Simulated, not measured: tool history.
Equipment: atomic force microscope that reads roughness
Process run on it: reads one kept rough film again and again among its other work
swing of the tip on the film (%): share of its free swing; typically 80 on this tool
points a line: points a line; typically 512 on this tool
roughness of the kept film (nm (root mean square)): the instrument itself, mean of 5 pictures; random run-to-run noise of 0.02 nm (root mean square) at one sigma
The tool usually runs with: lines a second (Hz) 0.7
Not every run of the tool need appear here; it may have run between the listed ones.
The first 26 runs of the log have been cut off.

| run | hour | lines a second (Hz) | swing of the tip on the film (%) | points a line | roughness of the kept film (nm (root mean square)) |
|---|---|---|---|---|---|
|  | 657.7 | new tip fitted |
| 27 | 660.6 | 0.811 | 71 | 368 | 4.806 |
| 28 | 690.7 | 0.562 | 76 | 436 | 4.68 |
| 29 | 711.7 | 0.562 | 76 | 436 | 4.57 |
|  | 715.2 | new tip fitted |
| 30 | 740.9 | 0.562 | 57 | 800 | 4.818 |
| 31 | 763.1 | 0.573 | 63 | 512 | 4.65 |
|  | 773.3 | new tip fitted |
| 32 | 789.9 | 1.016 | 82 | 475 | 4.496 |
| 33 | 815.5 | 2.336 | 66 | 512 | 4.367 |
|  | 829.5 | new tip fitted |
| 34 | 843.6 | 1.625 | 66 | 381 | 4.633 |

3 options for the next run, each taken on its own from the tool as it stands now. Forecast them:
| A | 870.5 | 1.625 | 66 | 375 | ? |
| B | 870.5 | 1.237 | 66 | 989 | ? |
| C | 870.5 | 0.598 | 74 | 578 | ? |

| run | roughness of the kept film (nm (root mean square)) |
|---|---|
| A | 4.485 |
| B | 4.581 |
| C | 4.626 |
Stripped of hidden state, with their random variation kept, the same runs would have yielded:
| run | roughness of the kept film (nm (root mean square)) |
|---|---|
| A | 4.773 |
| B | 4.876 |
| C | 4.924 |

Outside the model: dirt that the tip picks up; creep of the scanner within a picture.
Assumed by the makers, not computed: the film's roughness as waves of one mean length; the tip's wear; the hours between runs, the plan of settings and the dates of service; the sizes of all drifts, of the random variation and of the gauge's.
